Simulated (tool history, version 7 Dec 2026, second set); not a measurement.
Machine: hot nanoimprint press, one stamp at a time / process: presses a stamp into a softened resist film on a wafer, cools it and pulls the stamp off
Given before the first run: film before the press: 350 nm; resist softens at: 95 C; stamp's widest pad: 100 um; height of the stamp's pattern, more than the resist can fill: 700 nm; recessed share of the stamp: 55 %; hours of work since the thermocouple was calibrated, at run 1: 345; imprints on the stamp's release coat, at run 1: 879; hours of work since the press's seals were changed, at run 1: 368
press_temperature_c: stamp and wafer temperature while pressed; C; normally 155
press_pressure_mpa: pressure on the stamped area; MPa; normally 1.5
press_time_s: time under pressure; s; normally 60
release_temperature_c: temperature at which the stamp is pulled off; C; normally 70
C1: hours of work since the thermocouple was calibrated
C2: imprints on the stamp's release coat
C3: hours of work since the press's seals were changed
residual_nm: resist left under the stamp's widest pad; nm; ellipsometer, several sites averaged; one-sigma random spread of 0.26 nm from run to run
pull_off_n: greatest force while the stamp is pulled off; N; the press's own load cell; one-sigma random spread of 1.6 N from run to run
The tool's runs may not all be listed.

run 1 hour=0 | press_temperature_c=155 press_pressure_mpa=1.5 press_time_s=60 release_temperature_c=70 | C1=345 C2=879 C3=368 | residual_nm=175.5 pull_off_n=230
run 2 hour=8.5 | press_temperature_c=155 press_pressure_mpa=1.5 press_time_s=60 release_temperature_c=70 | C1=350 C2=903 C3=374 | residual_nm=175.2 pull_off_n=232
run 3 hour=22.6 | press_temperature_c=155 press_pressure_mpa=1.5 press_time_s=60 release_temperature_c=59 | C1=360 C2=943 C3=384 | residual_nm=175.2 pull_off_n=277
run 4 hour=40.2 | press_temperature_c=155 press_pressure_mpa=1.5 press_time_s=60 release_temperature_c=59 | C1=372 C2=993 C3=396 | residual_nm=175.1 pull_off_n=277
run 5 hour=52.4 | press_temperature_c=155 press_pressure_mpa=1.64 press_time_s=60 release_temperature_c=59 | C1=380 C2=1027 C3=404 | residual_nm=167.9 pull_off_n=279
run 6 hour=65.1 | press_temperature_c=155 press_pressure_mpa=1.5 press_time_s=60 release_temperature_c=70 | C1=389 C2=1063 C3=413 | residual_nm=175.1 pull_off_n=233
run 7 hour=80.7 | press_temperature_c=155 press_pressure_mpa=1.5 press_time_s=60 release_temperature_c=70 | C1=400 C2=1107 C3=424 | residual_nm=174.8 pull_off_n=235
run 8 hour=97.1 | press_temperature_c=144 press_pressure_mpa=1.5 press_time_s=60 release_temperature_c=70 | C1=411 C2=1154 C3=435 | residual_nm=240.9 pull_off_n=235
run 9 hour=113.6 | press_temperature_c=155 press_pressure_mpa=1.5 press_time_s=60 release_temperature_c=70 | C1=422 C2=1200 C3=446 | residual_nm=174.7 pull_off_n=239
run 10 hour=123.9 | press_temperature_c=155 press_pressure_mpa=1.5 press_time_s=65 release_temperature_c=70 | C1=429 C2=1230 C3=453 | residual_nm=170.2 pull_off_n=236
-- hour=128.5 plate thermocouple calibrated
run 11 hour=137.6 | press_temperature_c=155 press_pressure_mpa=1.5 press_time_s=65 release_temperature_c=70 | C1=6 C2=1260 C3=460 | residual_nm=169.7 pull_off_n=237
run 12 hour=150.7 | press_temperature_c=155 press_pressure_mpa=0.93 press_time_s=59 release_temperature_c=68 | C1=15 C2=1297 C3=469 | residual_nm=215.1 pull_off_n=247
run 13 hour=158.1 | press_temperature_c=155 press_pressure_mpa=0.93 press_time_s=59 release_temperature_c=68 | C1=20 C2=1318 C3=474 | residual_nm=215.6 pull_off_n=246
run 14 hour=167.7 | press_temperature_c=155 press_pressure_mpa=0.93 press_time_s=59 release_temperature_c=68 | C1=27 C2=1345 C3=481 | residual_nm=215.4 pull_off_n=248

Run 15 has not been measured yet. What should we expect?
run 15 hour=184.6 | press_temperature_c=157 press_pressure_mpa=1.5 press_time_s=60 release_temperature_c=70 | C1=38 C2=1392 C3=492 | residual_nm=? pull_off_n=?

{"run 15": {"residual_nm": 163.6, "pull_off_n": 239}}
If the tool had no hidden condition, the same run with the same run-to-run variation would have returned residual_nm 165.1 nm, pull_off_n 217 N.
